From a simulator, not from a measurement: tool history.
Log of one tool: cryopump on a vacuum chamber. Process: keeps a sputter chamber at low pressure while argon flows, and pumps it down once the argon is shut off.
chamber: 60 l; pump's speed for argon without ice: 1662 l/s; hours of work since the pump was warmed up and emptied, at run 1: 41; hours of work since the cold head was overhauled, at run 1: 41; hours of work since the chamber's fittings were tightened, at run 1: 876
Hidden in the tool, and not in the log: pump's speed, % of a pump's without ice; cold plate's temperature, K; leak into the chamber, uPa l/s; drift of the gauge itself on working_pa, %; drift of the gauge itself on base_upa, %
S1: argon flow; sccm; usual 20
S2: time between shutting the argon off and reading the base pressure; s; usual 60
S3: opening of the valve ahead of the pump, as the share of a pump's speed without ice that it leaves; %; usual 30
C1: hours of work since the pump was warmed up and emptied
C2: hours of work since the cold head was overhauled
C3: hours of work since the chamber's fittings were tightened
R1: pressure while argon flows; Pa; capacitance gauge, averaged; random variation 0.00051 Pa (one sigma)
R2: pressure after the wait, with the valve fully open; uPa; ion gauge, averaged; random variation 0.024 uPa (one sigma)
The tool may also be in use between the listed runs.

Run 1, hour 0.0: usual settings; C1 41; C2 41; C3 876. Result: R1 0.0680 Pa, R2 2.87 uPa.
Run 2, hour 7.2: usual settings but S1 31 sccm; C1 44; C2 44; C3 879. Result: R1 0.1050 Pa, R2 2.91 uPa.
Run 3, hour 23.6: usual settings but S1 26 sccm; C1 51; C2 51; C3 886. Result: R1 0.0873 Pa, R2 2.95 uPa.
Run 4, hour 33.8: usual settings; C1 55; C2 55; C3 890. Result: R1 0.0675 Pa, R2 2.94 uPa.
Run 5, hour 48.6: usual settings; C1 61; C2 61; C3 896. Result: R1 0.0684 Pa, R2 2.88 uPa.
Run 6, hour 59.3: usual settings; C1 66; C2 66; C3 901. Result: R1 0.0680 Pa, R2 2.95 uPa.
Run 7, hour 71.0: usual settings; C1 71; C2 71; C3 906. Result: R1 0.0685 Pa, R2 3.01 uPa.
Run 8, hour 84.0: usual settings; C1 76; C2 76; C3 911. Result: R1 0.0683 Pa, R2 2.96 uPa.
Run 9, hour 96.8: usual settings; C1 82; C2 82; C3 917. Result: R1 0.0689 Pa, R2 2.94 uPa.
Run 10, hour 107.5: usual settings; C1 86; C2 86; C3 922. Result: R1 0.0681 Pa, R2 2.94 uPa.
Run 11, hour 123.9: usual settings but S2 44 s; C1 93; C2 93; C3 929. Result: R1 0.0682 Pa, R2 3.23 uPa.
Run 12, hour 139.3: usual settings but S2 44 s; C1 100; C2 100; C3 935. Result: R1 0.0680 Pa, R2 3.19 uPa.
Run 13, hour 151.4: usual settings but S3 50 %; C1 105; C2 105; C3 940. Result: R1 0.0404 Pa, R2 3.04 uPa.
Run 14, hour 158.8: usual settings but S2 88 s; C1 108; C2 108; C3 943. Result: R1 0.0681 Pa, R2 2.81 uPa.
Run 15, hour 169.8: usual settings but S2 39 s, S3 42 %; C1 113; C2 113; C3 948. Result: R1 0.0487 Pa, R2 3.39 uPa.
Run 16, hour 180.0: usual settings but S1 30 sccm, S2 137 s, S3 28 %; C1 117; C2 117; C3 953. Result: R1 0.1099 Pa, R2 2.71 uPa.
Run 17, hour 190.5: usual settings but S1 21 sccm, S2 246 s, S3 36 %; C1 122; C2 122; C3 957. Result: R1 0.0596 Pa, R2 2.54 uPa.
Run 18, hour 204.5: usual settings but S1 21 sccm, S2 37 s, S3 19 %; C1 128; C2 128; C3 963. Result: R1 0.1129 Pa, R2 3.47 uPa.
Run 19, hour 217.7: usual settings but S1 21 sccm, S2 275 s, S3 29 %; C1 134; C2 134; C3 969. Result: R1 0.0739 Pa, R2 2.59 uPa.
Run 20, hour 226.7: usual settings but S1 21 sccm, S2 275 s, S3 29 %; C1 137; C2 137; C3 972. Result: R1 0.0760 Pa, R2 2.62 uPa.
Run 21, hour 238.9: usual settings but S1 11 sccm, S2 167 s; C1 143; C2 143; C3 978. Result: R1 0.0378 Pa, R2 2.75 uPa.
Run 22, hour 253.5: usual settings but S1 25 sccm, S2 23 s; C1 149; C2 149; C3 984. Result: R1 0.0862 Pa, R2 4.25 uPa.
Run 23, hour 266.6: usual settings but S1 27 sccm, S2 31 s, S3 16 %; C1 154; C2 154; C3 989. Result: R1 0.1728 Pa, R2 3.85 uPa.
Run 24, hour 273.7: usual settings but S1 27 sccm, S2 31 s, S3 16 %; C1 157; C2 157; C3 993. Result: R1 0.1747 Pa, R2 3.79 uPa.
Run 25, hour 286.4: usual settings but S1 27 sccm, S2 31 s, S3 16 %; C1 163; C2 163; C3 998. Result: R1 0.1725 Pa, R2 3.90 uPa.

The same runs without the tool's hidden state, with the same run-to-run variation:
run      R1    R2
  1  0.0677  0.88
  2  0.1044  0.89
  3  0.0868  0.89
  4  0.0671  0.88
  5  0.0680  0.84
  6  0.0675  0.89
  7  0.0680  0.88
  8  0.0678  0.86
  9  0.0684  0.86
 10  0.0675  0.85
 11  0.0676  1.11
 12  0.0673  1.08
 13  0.0397  0.86
 14  0.0675  0.67
 15  0.0480  1.21
 16  0.1088  0.47
 17  0.0588  0.34
 18  0.1120  1.28
 19  0.0730  0.31
 20  0.0751  0.35
 21  0.0373  0.45
 22  0.0850  1.99
 23  0.1715  1.50
 24  0.1734  1.49
 25  0.1712  1.53

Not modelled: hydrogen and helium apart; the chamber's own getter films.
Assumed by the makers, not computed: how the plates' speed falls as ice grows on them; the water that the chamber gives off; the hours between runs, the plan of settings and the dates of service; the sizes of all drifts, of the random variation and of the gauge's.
